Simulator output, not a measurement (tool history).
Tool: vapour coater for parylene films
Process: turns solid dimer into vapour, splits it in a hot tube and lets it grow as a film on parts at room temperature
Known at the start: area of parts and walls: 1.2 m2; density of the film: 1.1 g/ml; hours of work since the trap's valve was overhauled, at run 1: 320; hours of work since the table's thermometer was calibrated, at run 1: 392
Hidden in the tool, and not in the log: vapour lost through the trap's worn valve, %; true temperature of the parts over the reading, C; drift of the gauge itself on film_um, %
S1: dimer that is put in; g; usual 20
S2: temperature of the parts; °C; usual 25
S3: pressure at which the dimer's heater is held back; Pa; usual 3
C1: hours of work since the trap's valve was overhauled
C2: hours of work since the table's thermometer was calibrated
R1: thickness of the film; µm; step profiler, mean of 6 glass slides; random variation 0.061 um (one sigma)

run	hour	S1	S2	S3	C1	C2	R1
1	0	20	25	3	320	392	11.29
# hour 14.8: trap's valve overhauled
2	30.9	20	25	3	8	405	11.18
3	64.2	20	25	3	24	421	11.27
4	79.2	20	25	3	31	428	11.19
5	113	20	23	3	47	444	12.14
6	132	20	23	3	56	453	12.2
7	149.2	21	29	4	64	461	9.41
8	165.6	8	29	8.39	72	469	2.96
9	180.1	8	29	8.39	79	476	2.99
10	205.5	20	30	3.86	91	488	8.62
11	224.2	26	27	3	100	497	13.44
12	247.2	20	31	5.33	111	508	7.66

3 ways to go on from here, each from the tool as it stands after run 12. What would each give?
A	265.1	13	31	11.4	120	517	?
B	265.1	28	28	5.33	120	517	?
C	265.1	20	32	10.12	120	517	?

run	R1
A	4.12
B	11.95
C	6.29
Without the tool's hidden state the same runs would have given:
run	R1
A	4.16
B	12.06
C	6.35
